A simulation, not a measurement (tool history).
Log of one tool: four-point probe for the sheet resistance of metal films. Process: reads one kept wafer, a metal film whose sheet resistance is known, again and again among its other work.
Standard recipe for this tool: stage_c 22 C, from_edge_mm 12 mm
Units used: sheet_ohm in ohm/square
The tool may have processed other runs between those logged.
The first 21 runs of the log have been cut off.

run,hour,stage_c,from_edge_mm,sheet_ohm
# hour 1686.5: new probe head fitted
22,1687.2,22,6,0.515245
23,1763.2,22,6,0.515455
24,1877.1,22,6,0.515463
25,1970.9,30,21,0.50905
26,2019.3,30,21,0.508994
27,2073.1,24,10,0.510975
28,2150.1,24,9,0.511874
29,2203.5,24,9,0.511732
30,2256.7,24,9,0.511868
31,2315,30,20,0.509337
32,2382.2,30,20,0.509546
33,2484.5,30,20,0.50956
34,2573.5,25,11,0.51108
35,2660.9,22,15,0.509995
36,2729.3,25,47,0.509138
37,2810.8,25,47,0.508928
38,2918.5,22,51,0.508924
39,2984.9,20,8,0.513061
40,3036.2,29,11,0.511601
41,3148.7,28,47,0.509604
42,3260.1,18,16,0.50998
43,3319.1,20,6,0.516618
44,3370.4,22,4,0.52597
45,3435.9,22,4,0.525866
46,3517.1,27,56,0.509702

Predict each of these 3 candidate next runs independently; none follows another, all start after run 46:
A,3573.6,23,12,?
B,3573.6,26,12,?
C,3573.6,19,24,?

run,sheet_ohm
A,0.51138
B,0.511721
C,0.50982
Take away the tool's hidden state, keep each run's random variation, and the runs would have read:
run,sheet_ohm
A,0.5055
B,0.505846
C,0.503944

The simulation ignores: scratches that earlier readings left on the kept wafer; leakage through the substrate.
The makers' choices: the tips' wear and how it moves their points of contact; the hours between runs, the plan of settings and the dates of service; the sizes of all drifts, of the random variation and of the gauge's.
